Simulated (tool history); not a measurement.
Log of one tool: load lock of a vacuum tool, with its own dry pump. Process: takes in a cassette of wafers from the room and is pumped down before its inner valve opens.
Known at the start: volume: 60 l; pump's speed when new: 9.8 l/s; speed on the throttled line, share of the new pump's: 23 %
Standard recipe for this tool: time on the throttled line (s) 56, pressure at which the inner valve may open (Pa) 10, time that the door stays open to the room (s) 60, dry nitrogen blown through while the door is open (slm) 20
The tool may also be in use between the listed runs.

run    hour  time on the throttled line (s)  pressure at which the inner valve may open (Pa)  time that the door stays open to the room (s)  dry nitrogen blown through while the door is open (slm)  incoming humidity of the room's air, %  time from the closed door until the inner valve may open (s)  rise of the pressure with all valves shut (Pa/min)
  1       0                              56                                               10                                             60                                                       20                                    44.7                                                         108.5                                               0.078
  2    91.3                              56                                               10                                             60                                                       20                                    46.7                                                         108.2                                               0.083
  3   162.1                              56                                               10                                             60                                                       20                                    43.7                                                         108.7                                               0.077
  4   267.3                              56                                               10                                             60                                                       20                                    44.3                                                         108.7                                               0.088
  5   343.8                              56                                               10                                             60                                                       20                                    42.5                                                         109.3                                               0.077
  6   428.2                              56                                               10                                             60                                                       15                                    46.9                                                           109                                                0.09
  7   502.6                              56                                               10                                             60                                                       15                                    44.6                                                         108.8                                               0.093
  8   563.2                              56                                               10                                             60                                                       15                                    47.2                                                         108.5                                               0.091
  9   612.1                              56                                               10                                            147                                                       20                                    43.9                                                         108.1                                               0.113
 10   656.9                              83                                               10                                             60                                                       20                                    45.2                                                         129.6                                               0.095
 11   712.2                              83                                               10                                             60                                                       20                                    43.9                                                         129.1                                               0.089
 12   799.9                              83                                               10                                             60                                                       20                                    44.6                                                         129.1                                               0.093
 13   864.7                              83                                               10                                             60                                                        6                                    45.6                                                         129.3                                               0.107
 14   920.3                              47                                               15                                             70                                                       14                                    44.1                                                           100                                               0.103
 15   998.2                              97                                               10                                             60                                                        6                                    44.5                                                         139.6                                               0.108
 16  1087.4                              31                                               16                                             60                                                       27                                    46.1                                                          87.5                                               0.103
 17    1160                              31                                                8                                            118                                                       27                                    44.5                                                          92.9                                               0.115

Each row is a separate what-if for the run after 17, all from the same tool condition, not one after another. Results?
  A  1254.4                              35                                               13                                            118                                                       38                                    43.2                                                             ?                                                   ?
  B  1254.4                              56                                                9                                             60                                                       20                                    39.7                                                             ?                                                   ?
  C  1254.4                              44                                                8                                            118                                                       39                                    45.8                                                             ?                                                   ?

run  time from the closed door until the inner valve may open (s)  rise of the pressure with all valves shut (Pa/min)
  A                                                          92.9                                               0.114
  B                                                         110.1                                               0.107
  C                                                         104.1                                               0.106
The same runs, with their run-to-run variation unchanged, on a tool lacking any hidden condition would have given:
run  time from the closed door until the inner valve may open (s)  rise of the pressure with all valves shut (Pa/min)
  A                                                          82.8                                               0.033
  B                                                         100.6                                               0.028
  C                                                          93.5                                               0.028
